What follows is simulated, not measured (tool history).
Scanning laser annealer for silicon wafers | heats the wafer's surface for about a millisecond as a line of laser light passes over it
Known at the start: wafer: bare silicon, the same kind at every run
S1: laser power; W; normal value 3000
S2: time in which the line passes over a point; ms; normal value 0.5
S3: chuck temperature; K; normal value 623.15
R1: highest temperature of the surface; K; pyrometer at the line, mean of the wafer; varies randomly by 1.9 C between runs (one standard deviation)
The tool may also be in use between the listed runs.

| run | day | S1 | S2 | S3 | R1 |
|---|---|---|---|---|---|
| 1 | 0 | 3000 | 0.5 | 623.15 | 1391.15 |
| 2 | 1.021 | 3000 | 0.5 | 623.15 | 1392.15 |
| 3 | 1.867 | 3000 | 0.5 | 623.15 | 1412.15 |
| 4 | 2.579 | 3000 | 0.5 | 623.15 | 1412.15 |
| 5 | 3.012 | 3000 | 0.5 | 590.15 | 1380.15 |
| 6 | 3.767 | 3000 | 0.5 | 623.15 | 1411.15 |
| 7 | 4.767 | 3000 | 0.5 | 623.15 | 1412.15 |
| 8 | 5.812 | 3000 | 0.5 | 623.15 | 1410.15 |
| 9 | 6.525 | 3000 | 0.5 | 623.15 | 1407.15 |
| 10 | 7.283 | 3268 | 0.5 | 623.15 | 1489.15 |
| 11 | 7.75 | 3000 | 0.5 | 623.15 | 1407.15 |
| 12 | 8.662 | 3000 | 0.5 | 623.15 | 1407.15 |
| 13 | 9.329 | 3000 | 0.5 | 623.15 | 1407.15 |
| 14 | 10.146 | 2809 | 0.5 | 623.15 | 1347.15 |
| 15 | 10.933 | 3295 | 0.5 | 660.15 | 1529.15 |
| 16 | 11.5 | 2730 | 0.379 | 647.15 | 1262.15 |
| 17 | 11.962 | 2730 | 0.379 | 647.15 | 1263.15 |
| 18 | 12.45 | 2730 | 0.586 | 653.15 | 1406.15 |
| 19 | 13.375 | 2730 | 0.586 | 653.15 | 1405.15 |
| 20 | 13.992 | 2808 | 0.618 | 635.15 | 1430.15 |
| 21 | 14.754 | 2808 | 0.618 | 635.15 | 1428.15 |
| 22 | 15.662 | 3027 | 0.578 | 597.15 | 1431.15 |
| 23 | 16.225 | 3027 | 0.578 | 597.15 | 1436.15 |
| 24 | 17.079 | 3000 | 0.37 | 623.15 | 1294.15 |
| 25 | 17.867 | 3000 | 0.37 | 623.15 | 1293.15 |
| 26 | 18.604 | 3000 | 0.37 | 623.15 | 1296.15 |
| 27 | 19.658 | 2696 | 0.488 | 647.15 | 1322.15 |
| 28 | 20.5 | 2800 | 0.388 | 605.15 | 1236.15 |

Put back what was entered between runs (1 entry, withheld): which listed runs does each sit between, and how does the hidden state differ from the listed run before to the listed run after?
Runs 2 to 3: optics aligned, line set to its width (day 1.579)
  light that passes the window, % of a clean one's: 98.63 -> 98.59; width of the line over the set one, %: 5.01 -> 0.3
  measured value less the no-hidden-state value, R1: -39 -> -14 K
